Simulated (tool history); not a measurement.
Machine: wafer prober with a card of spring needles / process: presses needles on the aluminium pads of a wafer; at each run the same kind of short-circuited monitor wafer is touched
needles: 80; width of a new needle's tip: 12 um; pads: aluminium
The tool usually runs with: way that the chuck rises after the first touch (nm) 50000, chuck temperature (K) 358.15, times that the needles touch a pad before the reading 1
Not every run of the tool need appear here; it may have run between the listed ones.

run,hour,way that the chuck rises after the first touch (nm),chuck temperature (K),times that the needles touch a pad before the reading,resistance of one needle with its contact and lead (mohm),way that a needle slides on the pad (nm)
1,0,50000,358.15,1,271,6740
# hour 27.4: tips cleaned on abrasive film
2,35.3,50000,358.15,1,272,6760
# hour 62.5: tips cleaned on abrasive film
3,83.4,50000,358.15,1,270,6750
# hour 98.3: tips cleaned on abrasive film
4,129.4,50000,358.15,1,272,6730
# hour 132.5: tips cleaned on abrasive film
# hour 167.7: tips cleaned on abrasive film
5,174,50000,358.15,1,270,6760
# hour 200.5: tips cleaned on abrasive film
6,213.7,50000,358.15,1,273,6780
# hour 234.4: tips cleaned on abrasive film
7,240.9,50000,358.15,1,271,6750
# hour 266.2: tips cleaned on abrasive film
8,287.2,50000,358.15,1,272,6750
# hour 298.8: tips cleaned on abrasive film
9,320.7,50000,358.15,3,272,6750
# hour 333.5: tips cleaned on abrasive film
10,362.1,50000,358.15,3,269,6740
# hour 366: tips cleaned on abrasive film
11,394.1,50000,303.15,3,257,6780
# hour 399.9: tips cleaned on abrasive film
12,430.1,50000,373.15,1,275,6770
# hour 433.6: tips cleaned on abrasive film
# hour 468: tips cleaned on abrasive film
13,475.2,50000,376.15,2,278,6780
# hour 499.8: tips cleaned on abrasive film
14,507,50000,376.15,2,277,6780
15,531,56000,317.15,2,257,7600

Same runs, no hidden state in the tool, same run-to-run variation:
Unlogged tool condition in this case: debris on the tips, nm; way that the needles fall short of the set height, um; tips' diameter, um; drift of the gauge itself on contact_mohm, %; drift of the gauge itself on scrub_um, %.
run,way that a needle slides on the pad (nm)
1,6740
2,6760
3,6740
4,6720
5,6740
6,6750
7,6720
8,6720
9,6710
10,6700
11,6740
12,6720
13,6730
14,6720
15,7530
resistance of one needle with its contact and lead (mohm) without the hidden state stays within 1 of what was measured, in all runs.
